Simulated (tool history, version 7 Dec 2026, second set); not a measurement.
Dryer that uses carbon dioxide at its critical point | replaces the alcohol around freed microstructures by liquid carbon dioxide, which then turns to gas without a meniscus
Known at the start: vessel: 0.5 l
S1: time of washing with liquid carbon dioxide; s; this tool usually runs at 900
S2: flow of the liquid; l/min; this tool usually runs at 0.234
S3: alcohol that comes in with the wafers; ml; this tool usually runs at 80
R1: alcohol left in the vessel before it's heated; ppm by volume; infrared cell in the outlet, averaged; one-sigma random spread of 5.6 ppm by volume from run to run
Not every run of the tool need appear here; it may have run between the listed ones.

{"run": 1, "day": 0.0, "S1": 900, "S2": 0.234, "S3": 80, "R1": 234}
{"run": 2, "day": 0.712, "S1": 900, "S2": 0.234, "S3": 26, "R1": 94}
{"run": 3, "day": 1.346, "S1": 900, "S2": 0.234, "S3": 26, "R1": 87}
{"run": 4, "day": 1.9, "S1": 900, "S2": 0.15, "S3": 80, "R1": 2238}
{"run": 5, "day": 2.792, "S1": 900, "S2": 0.15, "S3": 80, "R1": 2236}
{"run": 6, "day": 3.483, "S1": 900, "S2": 0.15, "S3": 80, "R1": 2352}
{"run": 7, "day": 4.075, "S1": 900, "S2": 0.303, "S3": 80, "R1": 61}
{"run": 8, "day": 4.696, "S1": 900, "S2": 0.382, "S3": 80, "R1": 31}
{"run": 9, "day": 5.075, "S1": 900, "S2": 0.234, "S3": 80, "R1": 277}
{"run": 10, "day": 5.854, "S1": 900, "S2": 0.234, "S3": 80, "R1": 271}
{"run": 11, "day": 6.671, "S1": 900, "S2": 0.143, "S3": 80, "R1": 2967}
{"run": 12, "day": 7.15, "S1": 900, "S2": 0.143, "S3": 80, "R1": 3018}
{"run": 13, "day": 7.617, "S1": 900, "S2": 0.143, "S3": 80, "R1": 2967}
{"run": 14, "day": 8.096, "S1": 900, "S2": 0.142, "S3": 80, "R1": 3126}
{"run": 15, "day": 8.738, "S1": 900, "S2": 0.234, "S3": 80, "R1": 308}
{"run": 16, "day": 9.375, "S1": 900, "S2": 0.234, "S3": 80, "R1": 317}
{"run": 17, "day": 10.029, "S1": 900, "S2": 0.379, "S3": 80, "R1": 25}
{"run": 18, "day": 10.417, "S1": 900, "S2": 0.379, "S3": 80, "R1": 23}
{"run": 19, "day": 11.162, "S1": 900, "S2": 0.379, "S3": 80, "R1": 40}
{"run": 20, "day": 11.721, "S1": 900, "S2": 0.234, "S3": 59, "R1": 250}
{"run": 21, "day": 12.188, "S1": 900, "S2": 0.234, "S3": 80, "R1": 333}
{"run": 22, "day": 12.729, "S1": 900, "S2": 0.234, "S3": 80, "R1": 345}
{"day": 12.871, "done": "inlet filter changed"}
{"run": 23, "day": 13.396, "S1": 960, "S2": 0.234, "S3": 80, "R1": 139}
{"run": 24, "day": 13.95, "S1": 840, "S2": 0.183, "S3": 80, "R1": 1067}
{"run": 25, "day": 14.338, "S1": 780, "S2": 0.196, "S3": 80, "R1": 1122}
{"run": 26, "day": 14.871, "S1": 780, "S2": 0.196, "S3": 80, "R1": 1164}
{"run": 27, "day": 15.267, "S1": 900, "S2": 0.159, "S3": 66, "R1": 1241}
{"run": 28, "day": 15.704, "S1": 900, "S2": 0.328, "S3": 20, "R1": 31}
{"run": 29, "day": 16.2, "S1": 600, "S2": 0.166, "S3": 80, "R1": 6379}
{"run": 30, "day": 16.783, "S1": 600, "S2": 0.294, "S3": 80, "R1": 635}
{"run": 31, "day": 17.171, "S1": 900, "S2": 0.162, "S3": 54, "R1": 972}
{"run": 32, "day": 17.671, "S1": 900, "S2": 0.162, "S3": 54, "R1": 995}
{"run": 33, "day": 18.383, "S1": 1020, "S2": 0.332, "S3": 37, "R1": 33}
{"run": 34, "day": 18.779, "S1": 1020, "S2": 0.332, "S3": 37, "R1": 32}
{"run": 35, "day": 19.529, "S1": 900, "S2": 0.234, "S3": 80, "R1": 234}
{"run": 36, "day": 20.325, "S1": 1200, "S2": 0.205, "S3": 22, "R1": 45}
{"run": 37, "day": 20.738, "S1": 720, "S2": 0.178, "S3": 20, "R1": 709}
{"run": 38, "day": 21.575, "S1": 660, "S2": 0.183, "S3": 28, "R1": 1275}
{"run": 39, "day": 22.092, "S1": 660, "S2": 0.183, "S3": 28, "R1": 1262}
{"run": 40, "day": 22.962, "S1": 660, "S2": 0.183, "S3": 28, "R1": 1311}
{"run": 41, "day": 23.546, "S1": 900, "S2": 0.368, "S3": 26, "R1": 30}
{"run": 42, "day": 24.096, "S1": 720, "S2": 0.278, "S3": 108, "R1": 489}
{"run": 43, "day": 25.017, "S1": 900, "S2": 0.234, "S3": 60, "R1": 214}

Run 44, settings as shown, results not yet in. Your forecast:
{"run": 44, "day": 25.871, "S1": 780, "S2": 0.22, "S3": 60, "R1": "?"}

R1: 667 ppm by volume
Minus the tool's unlogged condition, the same run would have read R1 439 ppm by volume.
